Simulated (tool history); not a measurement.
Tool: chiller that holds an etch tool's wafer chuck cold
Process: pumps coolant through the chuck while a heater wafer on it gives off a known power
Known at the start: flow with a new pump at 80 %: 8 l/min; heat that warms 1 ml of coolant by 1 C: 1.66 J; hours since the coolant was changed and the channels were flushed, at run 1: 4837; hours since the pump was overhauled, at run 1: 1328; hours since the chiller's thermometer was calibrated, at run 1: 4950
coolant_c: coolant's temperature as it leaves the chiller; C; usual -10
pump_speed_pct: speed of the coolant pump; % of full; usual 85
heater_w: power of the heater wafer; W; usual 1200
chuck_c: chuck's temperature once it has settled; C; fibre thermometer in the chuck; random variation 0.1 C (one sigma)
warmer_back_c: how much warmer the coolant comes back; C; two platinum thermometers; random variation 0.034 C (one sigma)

run,hour,coolant_c,pump_speed_pct,heater_w,hours since the coolant was changed and the channels were flushed,hours since the pump was overhauled,hours since the chiller's thermometer was calibrated,chuck_c,warmer_back_c
1,0.0,-10,85,1200,4837,1328,4950,-0.4,5.11
2,80.2,-10,85,1200,4917,1408,5030,-0.3,5.09
3,164.6,-10,68,1200,5002,1492,5114,2.0,6.56
4,244.4,-10,85,1200,5082,1572,5194,-0.3,5.09
5,311.3,-13,85,1200,5149,1639,5261,-3.3,5.11
6,361.4,-10,95,1200,5199,1689,5311,-1.4,4.52
7,451.1,-10,95,1200,5288,1779,5401,-1.3,4.48
8,539.7,-10,95,1200,5377,1867,5490,-1.2,4.53
# hour 546.0: chiller's thermometer calibrated
9,625.8,-10,85,1200,5462,1952,80,-0.5,5.14
10,702.6,-10,85,1200,5539,2029,157,-0.4,5.10
11,779.2,-10,71,1200,5615,2106,233,1.5,6.29
12,839.5,-10,71,1200,5676,2166,293,1.5,6.30
13,883.2,-10,71,1200,5719,2210,337,1.3,6.27
14,967.6,-10,85,1507,5804,2294,422,2.0,6.50
15,1049.8,-10,85,1200,5886,2376,504,0.0,5.12
16,1131.5,-10,85,1200,5968,2458,585,-0.4,5.10
17,1196.3,-8,60,1200,6032,2523,650,5.7,7.57
18,1281.7,0,81,634,6118,2608,736,5.5,2.87
19,1371.7,-6,81,634,6208,2698,826,-0.5,2.85
20,1440.6,-8,89,605,6277,2767,895,-3.4,2.41
21,1508.7,-8,89,605,6345,2835,963,-3.4,2.49
22,1568.3,-6,94,855,6405,2895,1022,0.3,3.30
23,1658.7,-9,94,855,6495,2985,1113,-2.9,3.30
24,1708.9,-10,85,1360,6545,3036,1163,1.2,5.82
25,1794.8,-10,85,1360,6631,3121,1249,1.2,5.84
26,1848.5,-10,85,1261,6685,3175,1302,0.3,5.47
27,1919.9,-4,91,1479,6756,3247,1374,7.5,5.90
28,1991.0,-4,91,1479,6827,3318,1445,7.4,5.96
29,2029.6,-11,66,1200,6866,3356,1484,1.7,6.82
30,2074.3,-18,85,618,6910,3401,1528,-12.8,2.61
31,2148.7,-12,94,857,6985,3475,1603,-5.7,3.24
32,2229.7,-17,81,1309,7066,3556,1684,-5.7,6.03

Some steps in chuck_c between neighbouring runs. How much of each would the tool show without its hidden state too (settings, what came in, random variation), and how much is left for the hidden state, with any gauge scatter that isn't in both results?
The hidden state here: heat passed by the chuck's channels, % of clean ones'; flow at a given pump speed, % of a new pump's; coolant's true temperature over the reading, C; drift of the gauge itself on chuck_c, C; drift of the gauge itself on warmer_back_c, C.
Run 17 -> 18: coolant_c -8 -> 0, pump_speed_pct 60 -> 81, heater_w 1200 -> 634. chuck_c -0.2 C: hidden state -0.6, all else +0.4.
Run 26 -> 27: coolant_c -10 -> -4, pump_speed_pct 85 -> 91, heater_w 1261 -> 1479. chuck_c +7.2 C: hidden state +0.1, all else +7.1.
Run 29 -> 30: coolant_c -11 -> -18, pump_speed_pct 66 -> 85, heater_w 1200 -> 618. chuck_c -14.5 C: hidden state -0.7, all else -13.8.
Run 30 -> 31: coolant_c -18 -> -12, pump_speed_pct 85 -> 94, heater_w 618 -> 857. chuck_c +7.1 C: hidden state +0.1, all else +7.0.
Run 31 -> 32: coolant_c -12 -> -17, pump_speed_pct 94 -> 81, heater_w 857 -> 1309. chuck_c +0.0 C: hidden state +0.6, all else -0.6.
